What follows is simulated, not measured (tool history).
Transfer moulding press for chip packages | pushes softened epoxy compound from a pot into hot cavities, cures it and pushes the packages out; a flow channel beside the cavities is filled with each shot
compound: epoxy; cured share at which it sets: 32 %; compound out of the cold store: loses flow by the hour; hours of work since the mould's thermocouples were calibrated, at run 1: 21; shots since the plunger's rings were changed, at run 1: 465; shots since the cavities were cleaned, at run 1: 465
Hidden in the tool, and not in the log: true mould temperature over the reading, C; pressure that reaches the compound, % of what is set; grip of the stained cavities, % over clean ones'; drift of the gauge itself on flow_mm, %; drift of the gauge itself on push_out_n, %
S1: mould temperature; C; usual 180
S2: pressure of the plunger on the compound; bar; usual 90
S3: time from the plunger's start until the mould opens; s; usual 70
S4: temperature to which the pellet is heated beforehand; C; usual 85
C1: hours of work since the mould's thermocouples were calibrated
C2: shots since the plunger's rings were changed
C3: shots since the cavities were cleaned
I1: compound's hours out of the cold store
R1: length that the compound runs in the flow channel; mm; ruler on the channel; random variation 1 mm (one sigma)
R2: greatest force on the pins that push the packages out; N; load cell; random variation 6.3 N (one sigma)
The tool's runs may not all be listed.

| run | day | S1 | S2 | S3 | S4 | C1 | C2 | C3 | I1 | R1 | R2 |
|---|---|---|---|---|---|---|---|---|---|---|---|
| 1 | 0 | 180 | 90 | 70 | 85 | 21 | 465 | 465 | 9.7 | 768 | 443 |
| 2 | 0.375 | 180 | 90 | 70 | 85 | 26 | 563 | 563 | 16.9 | 737 | 445 |
| 3 | 0.921 | 180 | 90 | 70 | 85 | 32 | 705 | 705 | 11.4 | 758 | 485 |
| 4 | 1.408 | 180 | 90 | 70 | 85 | 38 | 831 | 831 | 9.8 | 766 | 502 |
|  | 1.688 | cavities cleaned with cleaning compound and waxed |
| 5 | 2.008 | 180 | 90 | 70 | 85 | 44 | 971 | 83 | 9.2 | 767 | 306 |
| 6 | 2.658 | 180 | 90 | 70 | 85 | 52 | 1139 | 251 | 22.3 | 709 | 354 |
| 7 | 3.121 | 180 | 90 | 70 | 85 | 57 | 1261 | 373 | 43.2 | 629 | 375 |
| 8 | 3.483 | 180 | 90 | 70 | 85 | 61 | 1355 | 467 | 37.7 | 647 | 404 |
| 9 | 4.183 | 180 | 90 | 70 | 85 | 70 | 1536 | 648 | 32 | 668 | 435 |
| 10 | 4.538 | 180 | 79.5 | 70 | 85 | 74 | 1629 | 741 | 15.8 | 687 | 467 |
| 11 | 4.983 | 180 | 79.5 | 70 | 85 | 79 | 1744 | 856 | 47.4 | 575 | 462 |
|  | 5.204 | cavities cleaned with cleaning compound and waxed |
| 12 | 5.596 | 179 | 79.5 | 70 | 85 | 86 | 1887 | 101 | 38.3 | 605 | 299 |
| 13 | 6.025 | 180 | 90 | 70 | 85 | 91 | 1999 | 213 | 26.1 | 689 | 339 |
| 14 | 6.475 | 180 | 90 | 70 | 85 | 96 | 2116 | 330 | 43.6 | 622 | 359 |
| 15 | 6.971 | 180 | 90 | 70 | 85 | 102 | 2244 | 458 | 27 | 684 | 408 |
| 16 | 7.358 | 179 | 76 | 100 | 87 | 106 | 2346 | 560 | 35.1 | 600 | 335 |
| 17 | 7.95 | 179 | 90 | 91 | 85 | 113 | 2499 | 713 | 39.5 | 637 | 343 |
|  | 8.508 | plunger's sealing rings changed |
|  | 8.825 | cavities cleaned with cleaning compound and waxed |
| 18 | 8.829 | 179 | 90 | 91 | 85 | 122 | 67 | 1 | 29.8 | 687 | 207 |
| 19 | 9.188 | 173 | 90 | 70 | 94 | 126 | 160 | 94 | 38.3 | 673 | 436 |
| 20 | 9.746 | 173 | 90 | 70 | 94 | 133 | 305 | 239 | 13.7 | 779 | 549 |
| 21 | 10.438 | 183 | 106.6 | 70 | 81 | 141 | 485 | 419 | 36.2 | 708 | 332 |
| 22 | 10.775 | 183 | 106.6 | 70 | 92 | 145 | 573 | 507 | 10.3 | 817 | 371 |
| 23 | 11.512 | 183 | 105.3 | 99 | 92 | 153 | 764 | 698 | 36.8 | 696 | 342 |
| 24 | 11.942 | 186 | 90 | 64 | 92 | 159 | 876 | 810 | 29.8 | 659 | 404 |
|  | 12.329 | cavities cleaned with cleaning compound and waxed |
| 25 | 12.683 | 186 | 90 | 64 | 92 | 167 | 1052 | 92 | 18.1 | 704 | 252 |
| 26 | 13.258 | 181 | 90 | 70 | 85 | 173 | 1202 | 242 | 41.5 | 630 | 317 |
| 27 | 13.8 | 181 | 90 | 70 | 85 | 180 | 1342 | 382 | 15.3 | 731 | 374 |
| 28 | 14.196 | 181 | 88.2 | 99 | 91 | 184 | 1446 | 486 | 33.1 | 652 | 317 |
| 29 | 14.675 | 181 | 88.2 | 99 | 91 | 190 | 1570 | 610 | 11.7 | 738 | 327 |

3 ways to go on from here, each from the tool as it stands after run 29. What would each give?
| A | 15.375 | 173 | 88.2 | 99 | 82 | 198 | 1752 | 792 | 37 | ? | ? |
| B | 15.375 | 180 | 73.5 | 99 | 91 | 198 | 1752 | 792 | 20 | ? | ? |
| C | 15.375 | 181 | 90 | 70 | 85 | 198 | 1752 | 792 | 16.3 | ? | ? |

| run | R1 | R2 |
|---|---|---|
| A | 662 | 398 |
| B | 645 | 336 |
| C | 727 | 445 |
Without the tool's hidden state the same runs would have given:
| run | R1 | R2 |
|---|---|---|
| A | 676 | 219 |
| B | 657 | 179 |
| C | 741 | 243 |
